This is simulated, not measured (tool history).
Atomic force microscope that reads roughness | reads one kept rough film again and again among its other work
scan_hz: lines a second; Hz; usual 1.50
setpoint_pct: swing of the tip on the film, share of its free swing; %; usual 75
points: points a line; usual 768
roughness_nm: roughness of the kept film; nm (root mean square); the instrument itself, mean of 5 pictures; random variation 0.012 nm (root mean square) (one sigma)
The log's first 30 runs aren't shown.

run   hour  scan_hz  setpoint_pct  points  roughness_nm
 31  204.2     2.63            80     628         2.152
 32  212.7     3.58            80     768         1.945
 33  219.3     3.58            80     768         1.917
 34  226.6     0.93            68     768         2.390
 35  232.4     0.93            77     574         2.308
 36  237.5     0.93            77     574         2.263
 37  244.1     0.61            69     504         2.316
 38  251.1     1.21            62     768         2.279
 39  256.1     3.77            60     909         2.111
 40  260.7     2.51            69     909         2.078
 41  264.7     2.51            69     909         2.037
 42  272.0     1.50            75     915         2.036
 43  280.2     0.65            74     768         2.136
 44  286.8     3.70            74     941         1.781
 45  291.9     3.70            74     941         1.743
 46  301.3     3.70            74     941         1.714
 47  305.8     3.70            74     941         1.694
 48  309.7     3.17            60     654         1.904
 49  314.5     1.97            60     387         1.935
 50  319.0     1.97            60     387         1.918
 51  326.9     0.79            76     824         1.909
 52  332.2     0.70            76     351         1.873

5 ways to go on from here, each from the tool as it stands after run 52. What would each give?
  A  340.7     2.31            67     556             ?
  B  340.7     1.50            62     529             ?
  C  340.7     2.48            87     611             ?
  D  340.7     1.18            65     351             ?
  E  340.7     0.90            56     768             ?

run  roughness_nm
  A         1.766
  B         1.857
  C         1.496
  D         1.852
  E         1.939
Without the tool's hidden state the same runs would have given:
run  roughness_nm
  A         2.873
  B         3.022
  C         2.436
  D         3.014
  E         3.157
